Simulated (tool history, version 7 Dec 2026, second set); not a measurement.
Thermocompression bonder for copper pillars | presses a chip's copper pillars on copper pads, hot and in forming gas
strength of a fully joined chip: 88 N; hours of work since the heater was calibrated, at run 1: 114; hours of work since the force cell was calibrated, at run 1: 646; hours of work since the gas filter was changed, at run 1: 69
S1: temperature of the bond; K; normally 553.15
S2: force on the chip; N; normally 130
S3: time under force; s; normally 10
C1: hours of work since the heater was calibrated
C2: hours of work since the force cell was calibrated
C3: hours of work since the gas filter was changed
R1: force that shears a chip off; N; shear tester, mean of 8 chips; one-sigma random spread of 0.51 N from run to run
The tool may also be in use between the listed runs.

run	day	S1	S2	S3	C1	C2	C3	R1
1	0.000	553.15	130	10	114	646	69	59.4
2	0.283	553.15	130	10	118	650	73	59.4
3	0.758	553.15	130	10	124	657	79	59.2
4	1.196	553.15	130	10	131	663	85	59.9
5	1.708	553.15	130	7	138	670	92	53.3
6	2.096	553.15	130	10	143	676	98	60.0
7	2.579	529.15	130	10	150	682	105	44.9
8	2.888	529.15	130	10	154	687	109	44.4
9	3.117	553.15	130	27	157	690	112	71.9
10	3.442	553.15	82	10	162	694	117	49.3
11	3.975	553.15	82	10	169	702	124	49.3
# day 4.217: forming gas filter changed
12	4.375	553.15	82	10	175	707	2	50.7
13	4.812	540.15	111	10	181	713	8	50.6
14	5.221	540.15	111	10	186	719	14	50.4

The next listed run, before its measurement:
15	5.696	540.15	111	10	193	725	21	?

{"run 15": {"R1": 49.3}}
Minus the tool's unlogged condition, the same run would have read R1 48.6 N.

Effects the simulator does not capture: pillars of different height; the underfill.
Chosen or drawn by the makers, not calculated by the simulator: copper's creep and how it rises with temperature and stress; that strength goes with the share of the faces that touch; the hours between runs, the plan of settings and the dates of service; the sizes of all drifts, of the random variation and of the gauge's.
